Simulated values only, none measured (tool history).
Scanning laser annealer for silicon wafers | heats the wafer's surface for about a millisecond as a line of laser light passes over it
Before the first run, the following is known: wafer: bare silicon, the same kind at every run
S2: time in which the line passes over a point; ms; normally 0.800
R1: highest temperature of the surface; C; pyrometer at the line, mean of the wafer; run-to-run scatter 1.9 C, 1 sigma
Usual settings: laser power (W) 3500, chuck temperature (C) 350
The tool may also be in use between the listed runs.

{"run": 1, "day": 0.0, "laser power (W)": 3500, "S2": 0.8, "chuck temperature (C)": 350, "R1": 1153}
{"run": 2, "day": 2.338, "laser power (W)": 3500, "S2": 0.8, "chuck temperature (C)": 350, "R1": 1151}
{"run": 3, "day": 5.125, "laser power (W)": 3500, "S2": 0.8, "chuck temperature (C)": 350, "R1": 1152}
{"day": 6.404, "done": "window over the wafer cleaned"}
{"run": 4, "day": 7.396, "laser power (W)": 3500, "S2": 0.8, "chuck temperature (C)": 354, "R1": 1173}
{"run": 5, "day": 9.046, "laser power (W)": 3734, "S2": 0.8, "chuck temperature (C)": 350, "R1": 1241}
{"run": 6, "day": 10.829, "laser power (W)": 3734, "S2": 0.8, "chuck temperature (C)": 350, "R1": 1239}
{"run": 7, "day": 12.696, "laser power (W)": 3075, "S2": 0.8, "chuck temperature (C)": 350, "R1": 1037}
{"run": 8, "day": 15.508, "laser power (W)": 3075, "S2": 0.8, "chuck temperature (C)": 350, "R1": 1035}
{"run": 9, "day": 16.946, "laser power (W)": 3138, "S2": 0.8, "chuck temperature (C)": 350, "R1": 1055}
{"day": 18.146, "done": "optics aligned, line set to its width"}
{"run": 10, "day": 18.55, "laser power (W)": 3138, "S2": 0.8, "chuck temperature (C)": 350, "R1": 1079}
{"run": 11, "day": 21.529, "laser power (W)": 3500, "S2": 0.635, "chuck temperature (C)": 350, "R1": 1109}
{"run": 12, "day": 23.404, "laser power (W)": 3028, "S2": 0.8, "chuck temperature (C)": 350, "R1": 1047}
{"run": 13, "day": 26.7, "laser power (W)": 3483, "S2": 0.8, "chuck temperature (C)": 350, "R1": 1183}
{"run": 14, "day": 28.875, "laser power (W)": 3500, "S2": 0.8, "chuck temperature (C)": 350, "R1": 1190}
{"run": 15, "day": 31.017, "laser power (W)": 3500, "S2": 0.614, "chuck temperature (C)": 350, "R1": 1094}
{"run": 16, "day": 33.375, "laser power (W)": 3500, "S2": 0.614, "chuck temperature (C)": 350, "R1": 1092}
{"run": 17, "day": 36.117, "laser power (W)": 3500, "S2": 0.614, "chuck temperature (C)": 350, "R1": 1087}
{"run": 18, "day": 38.388, "laser power (W)": 3500, "S2": 0.8, "chuck temperature (C)": 350, "R1": 1181}
{"run": 19, "day": 40.304, "laser power (W)": 3841, "S2": 0.8, "chuck temperature (C)": 350, "R1": 1288}
{"run": 20, "day": 43.325, "laser power (W)": 3117, "S2": 0.8, "chuck temperature (C)": 350, "R1": 1062}
{"run": 21, "day": 45.417, "laser power (W)": 3072, "S2": 0.689, "chuck temperature (C)": 353, "R1": 1009}
{"run": 22, "day": 47.975, "laser power (W)": 3072, "S2": 0.689, "chuck temperature (C)": 353, "R1": 1003}
{"run": 23, "day": 51.317, "laser power (W)": 3069, "S2": 0.798, "chuck temperature (C)": 326, "R1": 1020}
{"run": 24, "day": 52.683, "laser power (W)": 3332, "S2": 0.74, "chuck temperature (C)": 350, "R1": 1098}
{"run": 25, "day": 55.412, "laser power (W)": 3332, "S2": 0.74, "chuck temperature (C)": 350, "R1": 1095}
{"run": 26, "day": 57.138, "laser power (W)": 3001, "S2": 0.8, "chuck temperature (C)": 364, "R1": 1035}
{"day": 58.467, "done": "window over the wafer cleaned"}
{"run": 27, "day": 58.821, "laser power (W)": 3244, "S2": 0.876, "chuck temperature (C)": 364, "R1": 1150}
{"run": 28, "day": 60.746, "laser power (W)": 3829, "S2": 0.629, "chuck temperature (C)": 371, "R1": 1215}
{"run": 29, "day": 62.104, "laser power (W)": 3829, "S2": 0.629, "chuck temperature (C)": 371, "R1": 1214}
{"run": 30, "day": 64.046, "laser power (W)": 3204, "S2": 0.619, "chuck temperature (C)": 360, "R1": 1023}
{"run": 31, "day": 66.283, "laser power (W)": 3417, "S2": 0.796, "chuck temperature (C)": 360, "R1": 1166}
{"run": 32, "day": 68.617, "laser power (W)": 3417, "S2": 0.796, "chuck temperature (C)": 360, "R1": 1163}
{"run": 33, "day": 70.5, "laser power (W)": 3500, "S2": 0.709, "chuck temperature (C)": 334, "R1": 1124}
{"run": 34, "day": 71.896, "laser power (W)": 3230, "S2": 0.789, "chuck temperature (C)": 350, "R1": 1089}
{"run": 35, "day": 74.321, "laser power (W)": 3141, "S2": 0.789, "chuck temperature (C)": 332, "R1": 1045}
{"run": 36, "day": 76.358, "laser power (W)": 3141, "S2": 0.789, "chuck temperature (C)": 332, "R1": 1042}
{"run": 37, "day": 78.046, "laser power (W)": 3512, "S2": 0.583, "chuck temperature (C)": 350, "R1": 1068}
{"run": 38, "day": 81.375, "laser power (W)": 3182, "S2": 0.702, "chuck temperature (C)": 350, "R1": 1032}
{"run": 39, "day": 84.196, "laser power (W)": 3838, "S2": 0.831, "chuck temperature (C)": 348, "R1": 1291}

Run 40 comes next. What will it give?
{"run": 40, "day": 86.788, "laser power (W)": 3500, "S2": 0.8, "chuck temperature (C)": 357, "R1": "?"}

R1: 1177 C
The same run, on a tool lacking any hidden state, would have yielded R1 1201 C.
